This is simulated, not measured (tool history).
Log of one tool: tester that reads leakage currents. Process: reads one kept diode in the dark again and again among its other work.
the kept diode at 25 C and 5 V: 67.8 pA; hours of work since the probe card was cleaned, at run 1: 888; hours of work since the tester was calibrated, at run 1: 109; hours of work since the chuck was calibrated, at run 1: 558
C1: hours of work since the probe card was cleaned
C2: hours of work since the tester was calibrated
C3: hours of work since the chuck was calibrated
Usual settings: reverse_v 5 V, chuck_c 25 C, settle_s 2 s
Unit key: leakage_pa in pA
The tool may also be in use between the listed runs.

Run 1, hour 0: usual settings; C1 888; C2 109; C3 558. Result: leakage_pa 68.88 pA.
Run 2, hour 36.3: usual settings; C1 911; C2 132; C3 580. Result: leakage_pa 69.06 pA.
Run 3, hour 60.4: usual settings but settle_s 0.94 s; C1 926; C2 147; C3 595. Result: leakage_pa 69.88 pA.
Run 4, hour 76.2: usual settings but settle_s 0.94 s; C1 936; C2 156; C3 605. Result: leakage_pa 70.11 pA.
Run 5, hour 106.5: usual settings but settle_s 0.94 s; C1 954; C2 175; C3 623. Result: leakage_pa 70.13 pA.
Run 6, hour 138.8: usual settings but settle_s 0.94 s; C1 974; C2 195; C3 643. Result: leakage_pa 70.01 pA.
Run 7, hour 157.7: usual settings but settle_s 0.94 s; C1 986; C2 207; C3 655. Result: leakage_pa 70.05 pA.
Run 8, hour 182.9: usual settings but reverse_v 1.96 V, chuck_c 50 C, settle_s 2.68 s; C1 1001; C2 222; C3 670. Result: leakage_pa 253.7 pA.
Run 9, hour 208: usual settings but reverse_v 1.02 V, chuck_c 32 C, settle_s 0.39 s; C1 1017; C2 238; C3 686. Result: leakage_pa 50.36 pA.
Run 10, hour 239.8: usual settings but reverse_v 1.02 V, chuck_c 32 C, settle_s 0.37 s; C1 1036; C2 257; C3 706. Result: leakage_pa 50.6 pA.
Run 11, hour 274.4: usual settings but chuck_c 22 C, settle_s 1.08 s; C1 1058; C2 279; C3 727. Result: leakage_pa 55.42 pA.
Run 12, hour 299.2: usual settings but reverse_v 1.24 V, chuck_c 20 C, settle_s 4.24 s; C1 1073; C2 294; C3 742. Result: leakage_pa 21.48 pA.
Run 13, hour 321.8: usual settings but reverse_v 5.31 V, chuck_c 20 C, settle_s 0.99 s; C1 1087; C2 308; C3 756. Result: leakage_pa 49.46 pA.

Alternative continuations, all from the tool just after run 13; predict every row:
Run A, hour 348.4: usual settings but reverse_v 1.65 V, chuck_c 28 C, settle_s 4.49 s; C1 1104; C2 324; C3 773. Result: leakage_pa ?.
Run B, hour 348.4: usual settings but reverse_v 6.02 V, chuck_c 60 C, settle_s 1.54 s; C1 1104; C2 324; C3 773. Result: leakage_pa ?.
Run C, hour 348.4: usual settings but reverse_v 5.31 V, chuck_c 45 C, settle_s 0.99 s; C1 1104; C2 324; C3 773. Result: leakage_pa ?.
Run D, hour 348.4: usual settings but chuck_c 30 C; C1 1104; C2 324; C3 773. Result: leakage_pa ?.

run  leakage_pa
  A       47.13
  B      896.81
  C      309.48
  D      100.69
With the hidden condition removed and each run's random variation left untouched, the same runs would have given:
run  leakage_pa
  A       47.55
  B      908.38
  C      313.05
  D      101.14
